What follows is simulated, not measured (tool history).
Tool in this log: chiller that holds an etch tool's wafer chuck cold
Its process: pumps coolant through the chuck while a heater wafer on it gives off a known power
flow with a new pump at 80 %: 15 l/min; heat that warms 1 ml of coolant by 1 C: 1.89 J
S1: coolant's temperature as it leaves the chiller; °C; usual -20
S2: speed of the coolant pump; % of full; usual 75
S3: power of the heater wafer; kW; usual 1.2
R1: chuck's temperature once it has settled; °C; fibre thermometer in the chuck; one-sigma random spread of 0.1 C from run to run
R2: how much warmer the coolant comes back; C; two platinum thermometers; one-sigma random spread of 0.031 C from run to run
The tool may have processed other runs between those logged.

run	hour	S1	S2	S3	R1	R2
1	0	-20	75	1.2	-10.3	3.11
2	98.7	-20	75	1.2	-10.6	3.17
3	194.7	-20	75	0.961	-12.1	2.48
4	236.8	-20	75	0.961	-12.1	2.46
5	307.8	-20	75	0.961	-12	2.55
6	388.3	-20	81	1.2	-10.7	2.97
7	485.5	-20	81	0.885	-12.8	2.17
8	579.7	-20	81	0.885	-12.8	2.13
9	626.3	-25	81	1.367	-14.2	3.4
10	683.4	-23	82	1.367	-12.4	3.4
11	724.2	-20	96	1.2	-11.2	2.53
12	816.6	-20	96	1.2	-11.3	2.54
13	884.8	-20	62	1.287	-8	4.13
14	946.2	-20	93	1.291	-10.4	2.73
15	1033.9	-20	75	1.375	-8.5	3.76
16	1129.4	-23	72	1.597	-9.4	4.51

What if the next run were any one of these 4? Each begins from the tool's condition after run 16:
A	1200.3	-19	91	1.076	?	?
B	1200.3	-20	67	0.893	?	?
C	1200.3	-22	72	1.478	?	?
D	1200.3	-27	75	1.767	?	?

run	R1	R2
A	-10.5	2.43
B	-11.8	2.72
C	-9.2	4.18
D	-12.3	4.79
Without the tool's hidden state the same runs would have given:
run	R1	R2
A	-12.5	2.01
B	-13.9	2.26
C	-12	3.46
D	-15.4	3.97
